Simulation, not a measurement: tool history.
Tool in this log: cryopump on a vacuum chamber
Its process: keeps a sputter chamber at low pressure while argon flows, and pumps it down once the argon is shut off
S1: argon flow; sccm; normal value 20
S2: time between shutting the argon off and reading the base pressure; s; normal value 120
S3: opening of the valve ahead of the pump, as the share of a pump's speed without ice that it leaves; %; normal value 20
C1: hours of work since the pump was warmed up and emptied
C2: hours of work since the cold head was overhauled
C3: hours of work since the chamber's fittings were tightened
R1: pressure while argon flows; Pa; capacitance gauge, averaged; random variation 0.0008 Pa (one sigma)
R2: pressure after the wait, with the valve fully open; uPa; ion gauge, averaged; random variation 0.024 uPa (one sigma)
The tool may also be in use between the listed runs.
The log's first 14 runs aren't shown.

Run 15, hour 227.0: usual settings; C1 302; C2 787; C3 1652. Result: R1 0.1646 Pa, R2 1.92 uPa.
Run 16, hour 241.9: usual settings but S1 39 sccm; C1 315; C2 800; C3 1665. Result: R1 0.3158 Pa, R2 1.96 uPa.
Run 17, hour 263.4: usual settings but S1 39 sccm; C1 334; C2 819; C3 1683. Result: R1 0.3182 Pa, R2 1.99 uPa.
Run 18, hour 284.6: usual settings but S1 30 sccm; C1 352; C2 837; C3 1701. Result: R1 0.2458 Pa, R2 1.97 uPa.
Run 19, hour 296.0: usual settings but S1 13 sccm, S2 183 s; C1 362; C2 847; C3 1711. Result: R1 0.1058 Pa, R2 1.91 uPa.
Run 20, hour 306.8: usual settings but S1 33 sccm, S2 151 s; C1 371; C2 856; C3 1721. Result: R1 0.2705 Pa, R2 1.94 uPa.
Run 21, hour 323.5: usual settings but S1 33 sccm, S2 28 s; C1 385; C2 870; C3 1735. Result: R1 0.2723 Pa, R2 3.88 uPa.
Run 22, hour 336.9: usual settings but S1 26 sccm, S2 110 s, S3 18 %; C1 397; C2 882; C3 1746. Result: R1 0.2371 Pa, R2 2.13 uPa.
Run 23, hour 351.9: usual settings but S2 111 s, S3 27 %; C1 410; C2 894; C3 1759. Result: R1 0.1253 Pa, R2 2.23 uPa.
Run 24, hour 367.7: usual settings but S2 111 s, S3 27 %; C1 423; C2 908; C3 1773. Result: R1 0.1259 Pa, R2 2.21 uPa.
Run 25, hour 382.0: usual settings but S2 111 s, S3 27 %; C1 435; C2 920; C3 1785. Result: R1 0.1256 Pa, R2 2.27 uPa.
Run 26, hour 392.5: usual settings but S2 61 s, S3 47 %; C1 444; C2 929; C3 1794. Result: R1 0.0773 Pa, R2 2.70 uPa.
Run 27, hour 415.7: usual settings but S2 61 s, S3 47 %; C1 464; C2 949; C3 1814. Result: R1 0.0780 Pa, R2 2.76 uPa.
At hour 424.4: pump warmed up, emptied and cooled again.
Run 28, hour 432.4: usual settings but S1 8 sccm, S2 133 s, S3 24 %; C1 7; C2 959; C3 1824. Result: R1 0.0516 Pa, R2 1.72 uPa.
Run 29, hour 451.1: usual settings but S1 15 sccm, S2 91 s, S3 19 %; C1 23; C2 975; C3 1840. Result: R1 0.1228 Pa, R2 1.95 uPa.
Run 30, hour 470.4: usual settings but S1 15 sccm, S2 199 s, S3 30 %; C1 39; C2 992; C3 1856. Result: R1 0.0787 Pa, R2 1.57 uPa.
Run 31, hour 488.5: usual settings but S1 15 sccm, S2 199 s, S3 30 %; C1 55; C2 1007; C3 1872. Result: R1 0.0780 Pa, R2 1.59 uPa.
Run 32, hour 502.1: usual settings but S1 36 sccm, S2 20 s, S3 49 %; C1 67; C2 1019; C3 1884. Result: R1 0.1169 Pa, R2 4.65 uPa.
Run 33, hour 514.1: usual settings but S2 252 s, S3 49 %; C1 77; C2 1029; C3 1894. Result: R1 0.0655 Pa, R2 1.62 uPa.
Run 34, hour 532.9: usual settings but S2 252 s, S3 32 %; C1 93; C2 1045; C3 1910. Result: R1 0.0996 Pa, R2 1.58 uPa.

Consider 4 possible next runs. They are alternatives, not a sequence: every one starts from the tool as it was left by run 34. What does each give?
Run A, hour 555.7: usual settings but S3 43 %; C1 112; C2 1065; C3 1929. Result: R1 ?, R2 ?.
Run B, hour 555.7: usual settings but S2 252 s, S3 47 %; C1 112; C2 1065; C3 1929. Result: R1 ?, R2 ?.
Run C, hour 555.7: usual settings but S2 147 s; C1 112; C2 1065; C3 1929. Result: R1 ?, R2 ?.
Run D, hour 555.7: usual settings but S1 15 sccm, S2 185 s, S3 27 %; C1 112; C2 1065; C3 1929. Result: R1 ?, R2 ?.

run      R1    R2
  A  0.0756  1.90
  B  0.0684  1.59
  C  0.1564  1.86
  D  0.0879  1.70
Without the tool's unlogged condition, the same runs would have read:
run      R1    R2
  A  0.0729  0.81
  B  0.0657  0.52
  C  0.1537  0.75
  D  0.0858  0.63
